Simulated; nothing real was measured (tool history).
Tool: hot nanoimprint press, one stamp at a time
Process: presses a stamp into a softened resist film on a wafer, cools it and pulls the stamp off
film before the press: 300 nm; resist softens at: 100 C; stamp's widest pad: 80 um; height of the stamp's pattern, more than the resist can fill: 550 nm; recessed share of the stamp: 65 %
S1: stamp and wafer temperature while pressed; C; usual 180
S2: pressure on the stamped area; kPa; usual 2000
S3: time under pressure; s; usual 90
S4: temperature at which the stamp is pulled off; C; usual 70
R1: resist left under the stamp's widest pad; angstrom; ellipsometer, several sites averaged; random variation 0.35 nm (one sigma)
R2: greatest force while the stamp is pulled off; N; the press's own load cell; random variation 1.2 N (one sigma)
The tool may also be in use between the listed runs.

{"run": 1, "hour": 0.0, "S1": 180, "S2": 2000, "S3": 90, "S4": 70, "R1": 1256, "R2": 130}
{"run": 2, "hour": 8.5, "S1": 180, "S2": 2000, "S3": 90, "S4": 70, "R1": 1256, "R2": 129}
{"run": 3, "hour": 18.4, "S1": 180, "S2": 2000, "S3": 90, "S4": 70, "R1": 1254, "R2": 131}
{"run": 4, "hour": 26.4, "S1": 180, "S2": 2000, "S3": 90, "S4": 70, "R1": 1262, "R2": 130}
{"run": 5, "hour": 36.4, "S1": 180, "S2": 2000, "S3": 49, "S4": 70, "R1": 1571, "R2": 131}
{"run": 6, "hour": 43.4, "S1": 180, "S2": 2000, "S3": 49, "S4": 70, "R1": 1568, "R2": 132}
{"run": 7, "hour": 56.5, "S1": 180, "S2": 2000, "S3": 49, "S4": 70, "R1": 1575, "R2": 134}
{"run": 8, "hour": 64.9, "S1": 180, "S2": 2000, "S3": 90, "S4": 70, "R1": 1255, "R2": 133}
{"run": 9, "hour": 76.6, "S1": 180, "S2": 2000, "S3": 82, "S4": 70, "R1": 1295, "R2": 132}
{"run": 10, "hour": 85.9, "S1": 178, "S2": 1870, "S3": 125, "S4": 70, "R1": 1229, "R2": 134}
{"run": 11, "hour": 98.3, "S1": 180, "S2": 2350, "S3": 50, "S4": 70, "R1": 1463, "R2": 134}
{"run": 12, "hour": 103.8, "S1": 174, "S2": 2000, "S3": 90, "S4": 70, "R1": 1576, "R2": 135}
{"hour": 107.5, "done": "plate thermocouple calibrated"}
{"run": 13, "hour": 115.0, "S1": 188, "S2": 2790, "S3": 90, "S4": 68, "R1": 772, "R2": 140}
{"run": 14, "hour": 126.5, "S1": 188, "S2": 2790, "S3": 133, "S4": 64, "R1": 651, "R2": 149}
{"run": 15, "hour": 132.6, "S1": 188, "S2": 2790, "S3": 96, "S4": 61, "R1": 747, "R2": 154}
{"run": 16, "hour": 143.0, "S1": 188, "S2": 2790, "S3": 96, "S4": 61, "R1": 752, "R2": 151}
{"run": 17, "hour": 151.6, "S1": 174, "S2": 2000, "S3": 52, "S4": 70, "R1": 1876, "R2": 136}

Forecast each of these 5 alternatives for the next run:
{"run": "A", "hour": 160.4, "S1": 180, "S2": 2850, "S3": 47, "S4": 58, "R1": "?", "R2": "?"}
{"run": "B", "hour": 160.4, "S1": 180, "S2": 2000, "S3": 52, "S4": 74, "R1": "?", "R2": "?"}
{"run": "C", "hour": 160.4, "S1": 174, "S2": 1340, "S3": 52, "S4": 73, "R1": "?", "R2": "?"}
{"run": "D", "hour": 160.4, "S1": 180, "S2": 2000, "S3": 140, "S4": 70, "R1": "?", "R2": "?"}
{"run": "E", "hour": 160.4, "S1": 174, "S2": 2000, "S3": 121, "S4": 70, "R1": "?", "R2": "?"}

run=A R1=1376 R2=159
run=B R1=1524 R2=129
run=C R1=2119 R2=131
run=D R1=1037 R2=137
run=E R1=1408 R2=137
Without the tool's hidden state the same runs would have given:
run=A R1=1429 R2=151
run=B R1=1583 R2=123
run=C R1=2183 R2=125
run=D R1=1085 R2=130
run=E R1=1471 R2=130
